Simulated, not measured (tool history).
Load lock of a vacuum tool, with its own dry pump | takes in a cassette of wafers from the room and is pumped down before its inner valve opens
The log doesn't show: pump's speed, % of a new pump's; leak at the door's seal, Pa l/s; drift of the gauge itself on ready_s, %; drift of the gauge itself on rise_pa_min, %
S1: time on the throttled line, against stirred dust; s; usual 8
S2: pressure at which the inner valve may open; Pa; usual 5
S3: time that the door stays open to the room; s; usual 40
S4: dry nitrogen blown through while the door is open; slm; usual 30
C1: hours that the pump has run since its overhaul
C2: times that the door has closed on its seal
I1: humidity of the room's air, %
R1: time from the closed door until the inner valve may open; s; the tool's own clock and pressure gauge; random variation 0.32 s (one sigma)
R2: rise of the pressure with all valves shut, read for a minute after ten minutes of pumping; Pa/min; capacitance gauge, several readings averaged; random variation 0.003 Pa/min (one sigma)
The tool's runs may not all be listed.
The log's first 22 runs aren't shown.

Run 23, hour 1430.7: usual settings but S1 9 s, S2 4 Pa, S4 21 slm; C1 4397; C2 12713; I1 48.1. Result: R1 18.5 s, R2 0.076 Pa/min.
Run 24, hour 1484.6: usual settings but S1 9 s, S4 18 slm; C1 4451; C2 12852; I1 43.7. Result: R1 18.7 s, R2 0.084 Pa/min.
Run 25, hour 1539.3: usual settings but S1 12 s, S3 52 s; C1 4506; C2 12993; I1 45.9. Result: R1 20.7 s, R2 0.089 Pa/min.
Run 26, hour 1604.7: usual settings but S1 12 s, S3 52 s; C1 4571; C2 13162; I1 46.2. Result: R1 20.9 s, R2 0.091 Pa/min.
Run 27, hour 1655.6: usual settings but S1 10 s, S2 6 Pa, S3 52 s, S4 17 slm; C1 4622; C2 13293; I1 43.4. Result: R1 19.1 s, R2 0.095 Pa/min.
Run 28, hour 1699.8: usual settings but S1 11 s; C1 4666; C2 13408; I1 42.1. Result: R1 20.1 s, R2 0.091 Pa/min.
Run 29, hour 1755.1: usual settings but S1 11 s; C1 4722; C2 13550; I1 44.7. Result: R1 20.4 s, R2 0.085 Pa/min.
Run 30, hour 1831.2: usual settings but S1 5 s, S2 8 Pa, S3 188 s, S4 7 slm; C1 4798; C2 13746; I1 44.8. Result: R1 14.9 s, R2 0.168 Pa/min.
Run 31, hour 1881.3: usual settings but S1 5 s, S2 8 Pa, S3 188 s, S4 7 slm; C1 4848; C2 13876; I1 44.2. Result: R1 15.5 s, R2 0.177 Pa/min.
Run 32, hour 1928.0: usual settings but S1 5 s, S2 8 Pa, S3 188 s, S4 7 slm; C1 4895; C2 13996; I1 43.2. Result: R1 14.5 s, R2 0.173 Pa/min.
Run 33, hour 1975.1: usual settings but S1 5 s, S2 8 Pa, S3 188 s, S4 7 slm; C1 4942; C2 14118; I1 45.1. Result: R1 14.4 s, R2 0.172 Pa/min.
Run 34, hour 2046.4: usual settings but S2 8 Pa, S4 11 slm; C1 5013; C2 14302; I1 44.6. Result: R1 17.3 s, R2 0.104 Pa/min.
Run 35, hour 2118.8: usual settings but S3 133 s; C1 5085; C2 14489; I1 45.4. Result: R1 18.0 s, R2 0.112 Pa/min.
Run 36, hour 2159.3: usual settings but S3 133 s; C1 5126; C2 14593; I1 42.8. Result: R1 17.8 s, R2 0.106 Pa/min.
Run 37, hour 2251.8: usual settings but S1 14 s, S2 9 Pa, S3 67 s; C1 5218; C2 14832; I1 45.5. Result: R1 21.8 s, R2 0.101 Pa/min.

Forecast each of these 4 alternatives for the next run:
Run A, hour 2325.5: usual settings but S1 14 s, S2 9 Pa, S3 128 s; C1 5292; C2 15022; I1 42.8. Result: R1 ?, R2 ?.
Run B, hour 2325.5: usual settings but S1 13 s, S3 222 s; C1 5292; C2 15022; I1 44.3. Result: R1 ?, R2 ?.
Run C, hour 2325.5: usual settings but S1 11 s, S2 9 Pa, S3 106 s, S4 5 slm; C1 5292; C2 15022; I1 45.1. Result: R1 ?, R2 ?.
Run D, hour 2325.5: usual settings but S1 11 s, S3 131 s, S4 23 slm; C1 5292; C2 15022; I1 48.0. Result: R1 ?, R2 ?.

run    R1     R2
  A  21.3  0.113
  B  22.1  0.130
  C  19.7  0.166
  D  20.2  0.123
Without the tool's hidden state the same runs would have given:
run    R1     R2
  A  20.8  0.036
  B  21.6  0.053
  C  19.2  0.089
  D  19.6  0.046
